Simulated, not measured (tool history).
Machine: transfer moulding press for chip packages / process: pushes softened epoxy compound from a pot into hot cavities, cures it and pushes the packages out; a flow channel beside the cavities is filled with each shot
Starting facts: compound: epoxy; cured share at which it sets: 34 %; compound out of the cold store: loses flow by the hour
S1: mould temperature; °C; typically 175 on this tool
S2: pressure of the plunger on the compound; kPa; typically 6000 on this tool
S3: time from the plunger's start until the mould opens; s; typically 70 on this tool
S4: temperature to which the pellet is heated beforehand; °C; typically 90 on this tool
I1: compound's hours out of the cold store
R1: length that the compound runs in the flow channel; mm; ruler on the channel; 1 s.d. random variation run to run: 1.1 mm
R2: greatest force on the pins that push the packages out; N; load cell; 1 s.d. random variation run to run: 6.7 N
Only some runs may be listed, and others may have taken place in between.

run    hour   S1    S2   S3   S4    I1   R1    R2
  1     0.0  175  6000   70   90  42.1  514   353
       33.5  -- cavities cleaned with cleaning compound and waxed
  2    40.0  175  6000   70   85  29.1  546   314
  3    84.0  175  6000   70   85   8.6  606   486
       91.8  -- cavities cleaned with cleaning compound and waxed
  4   140.5  172  6000   70   90  37.9  523   538
      154.3  -- cavities cleaned with cleaning compound and waxed
  5   187.4  172  6000   70   90  36.6  527   469
      214.7  -- cavities cleaned with cleaning compound and waxed
      235.7  -- plunger's sealing rings changed
  6   239.9  175  6520   70   90  22.4  600   383
      274.8  -- cavities cleaned with cleaning compound and waxed
  7   316.1  175  6000   70   90  35.8  534   420
      334.4  -- cavities cleaned with cleaning compound and waxed
  8   381.0  183  6000   70   90  16.1  576   317
      396.9  -- cavities cleaned with cleaning compound and waxed
  9   443.5  175  5400   70   90  43.6  483   427
      458.6  -- cavities cleaned with cleaning compound and waxed
      518.9  -- cavities cleaned with cleaning compound and waxed
 10   518.9  175  5400   70   90  45.6  478   265
      576.8  -- cavities cleaned with cleaning compound and waxed
 11   585.4  175  6000   74   90   9.6  603   294
      634.7  -- cavities cleaned with cleaning compound and waxed
 12   634.7  175  6000   74   90  15.8  581   260
 13   679.3  175  6000   52   90  32.9  531   970
      692.3  -- cavities cleaned with cleaning compound and waxed
      727.6  -- plunger's sealing rings changed
 14   739.9  175  6350   70   91  23.4  588   458
      752.8  -- cavities cleaned with cleaning compound and waxed
 15   798.3  175  6180   70   85  27.5  568   457
      810.9  -- cavities cleaned with cleaning compound and waxed
 16   865.0  169  4920   56   94  16.0  545  1275
      870.5  -- cavities cleaned with cleaning compound and waxed
 17   925.3  182  6000   63   90  26.6  546   397
      930.4  -- cavities cleaned with cleaning compound and waxed
 18   963.1  182  6000   63   90  42.0  506   326
      992.0  -- cavities cleaned with cleaning compound and waxed
 19  1041.2  168  6000   70   93   9.3  619   851
     1050.1  -- cavities cleaned with cleaning compound and waxed
 20  1099.1  168  6000   70   93  26.1  567   763
     1109.8  -- cavities cleaned with cleaning compound and waxed
 21  1152.8  168  6000   70   93  10.2  613   851
     1172.1  -- cavities cleaned with cleaning compound and waxed
 22  1207.6  168  6000   70   93  25.0  566   715
     1219.3  -- plunger's sealing rings changed
     1234.1  -- cavities cleaned with cleaning compound and waxed
 23  1265.4  168  6000   70   93  25.6  576   694
     1296.1  -- cavities cleaned with cleaning compound and waxed
 24  1340.9  181  5780  101  100  23.6  545   282
     1355.5  -- cavities cleaned with cleaning compound and waxed
 25  1387.3  181  5780  104   92  42.3  496   251
     1403.9  -- mould's thermocouples calibrated
     1415.9  -- cavities cleaned with cleaning compound and waxed
 26  1448.1  177  6900   74   98  10.0  641   325

Forecast each of these 3 alternatives for the next run:
     1474.1  -- cavities cleaned with cleaning compound and waxed
  A  1502.2  183  6900  74  98  40.3   ?   ?
     1474.1  -- cavities cleaned with cleaning compound and waxed
  B  1502.2  169  6900  74  98  33.0   ?   ?
     1474.1  -- cavities cleaned with cleaning compound and waxed
  C  1502.2  177  6900  74  88  40.3   ?   ?

run   R1   R2
  A  538  249
  B  582  497
  C  552  299
The same runs, with their run-to-run variation unchanged, on a tool lacking any hidden condition would have given:
run   R1   R2
  A  549  173
  B  595  340
  C  564  208
